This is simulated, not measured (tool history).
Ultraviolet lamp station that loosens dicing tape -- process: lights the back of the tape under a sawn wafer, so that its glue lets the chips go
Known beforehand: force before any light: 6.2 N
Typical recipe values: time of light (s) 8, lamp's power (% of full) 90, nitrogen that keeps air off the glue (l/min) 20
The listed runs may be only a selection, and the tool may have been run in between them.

run	hour	time of light (s)	lamp's power (% of full)	nitrogen that keeps air off the glue (l/min)	force that peels the tape off (N)	light that reached the tape (mJ/cm2)
1	0	8	90	20	0.152	264
2	17.1	8	90	16	0.179	261
3	30.4	8	90	16	0.185	262
4	54.9	8	90	16	0.184	260
5	76.1	8	90	16	0.194	262
6	93.9	8	90	30	0.128	265
7	118.8	8	90	30	0.127	264
8	135.9	7	90	20	0.218	229
9	148.8	8	90	20	0.161	265
10	176.7	8	90	20	0.161	261
11	200.3	8	90	20	0.155	265
12	228.4	8	90	20	0.152	262
13	256.2	8	90	37	0.117	262
14	273.7	8	90	37	0.114	261
15	288.1	12	75	17	0.121	329
16	310.7	12	75	17	0.121	328
17	322.4	13	94	15	0.101	437
18	349.2	13	94	15	0.095	450
19	367.1	13	94	15	0.099	444
20	384.3	7	79	29	0.212	203
# hour 395.9: window cleaned of glue's vapour
21	397.5	7	79	29	0.2	204
22	424	13	92	20	0.087	435
23	438	13	97	14	0.098	460
24	453.4	13	97	14	0.102	464

The next listed run, before its measurement:
25	471	13	97	14	?	?

Run 25 yielded force that peels the tape off (N) 0.098, light that reached the tape (mJ/cm2) 459.
Were there no unlogged condition in the tool, this run, its random variation unchanged, would have produced force that peels the tape off (N) 0.098, light that reached the tape (mJ/cm2) 459.
